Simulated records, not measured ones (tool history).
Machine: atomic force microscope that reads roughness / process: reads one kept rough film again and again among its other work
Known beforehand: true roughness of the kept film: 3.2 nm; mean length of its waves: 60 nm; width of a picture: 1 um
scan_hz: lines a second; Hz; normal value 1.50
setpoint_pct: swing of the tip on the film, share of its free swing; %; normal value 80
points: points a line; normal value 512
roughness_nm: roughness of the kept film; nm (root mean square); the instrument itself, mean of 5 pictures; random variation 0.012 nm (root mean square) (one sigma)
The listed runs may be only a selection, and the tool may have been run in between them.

run,day,scan_hz,setpoint_pct,points,roughness_nm
1,0.000,1.50,80,512,2.702
2,0.808,1.50,80,512,2.682
3,1.883,1.50,80,512,2.648
4,2.479,1.50,61,512,2.857
5,3.517,1.50,61,512,2.829
6,4.833,1.50,56,512,2.860
7,5.546,1.50,56,512,2.811
8,6.433,1.50,80,313,2.553
9,7.579,1.50,80,313,2.530
# day 7.979: new tip fitted
10,8.646,1.50,59,313,2.950
11,9.917,1.50,59,313,2.927
12,10.604,3.51,80,512,2.325
13,11.458,3.51,59,512,2.744
14,12.442,3.51,59,512,2.727
15,13.658,3.51,59,512,2.716
16,14.650,3.51,59,512,2.679
17,15.729,3.51,59,512,2.661
18,16.533,3.51,60,512,2.651
19,17.638,3.51,60,512,2.591
# day 18.138: new tip fitted
20,18.296,3.51,60,512,2.822
21,19.546,1.28,58,772,2.943
22,20.338,1.28,58,772,2.947
23,21.542,2.88,80,772,2.419
24,22.346,2.88,80,772,2.397
25,23.650,1.50,56,358,2.848
26,24.750,1.50,56,358,2.828
# day 24.917: height scale calibrated on a step standard
27,25.971,1.50,83,512,2.505
28,26.996,3.75,78,645,2.222
29,28.233,0.78,63,886,2.783
# day 28.354: new tip fitted
30,28.996,0.78,63,886,3.018
31,29.933,0.78,63,886,2.991
32,31.238,1.45,80,512,2.680
# day 31.588: height scale calibrated on a step standard, once more
33,32.112,1.50,74,512,2.726
34,32.908,1.50,74,921,2.721
35,33.708,1.02,74,619,2.769
36,34.612,1.02,74,619,2.732
37,35.662,0.72,74,706,2.782
38,36.408,1.45,77,298,2.596
39,37.738,0.78,71,512,2.757
# day 38.579: new tip fitted
40,38.654,1.50,80,274,2.737

Measured less the same run without the tool's hidden state. The same run-to-run variation is in both; the gauge's scatter may not be:
The hidden state here: radius of the tip, nm; height scale over the true one, %; drift of the gauge itself on roughness_nm, %.
run,roughness_nm
1,-0.043
2,-0.064
3,-0.089
4,-0.108
5,-0.131
6,-0.165
7,-0.179
8,-0.182
9,-0.206
10,-0.011
11,-0.044
12,-0.047
13,-0.076
14,-0.101
15,-0.128
16,-0.150
17,-0.174
18,-0.193
19,-0.213
20,-0.003
21,-0.034
22,-0.053
23,-0.069
24,-0.085
25,-0.132
26,-0.158
27,-0.164
28,-0.165
29,-0.238
30,-0.006
31,-0.031
32,-0.055
33,-0.094
34,-0.110
35,-0.132
36,-0.151
37,-0.179
38,-0.184
39,-0.226
40,-0.007
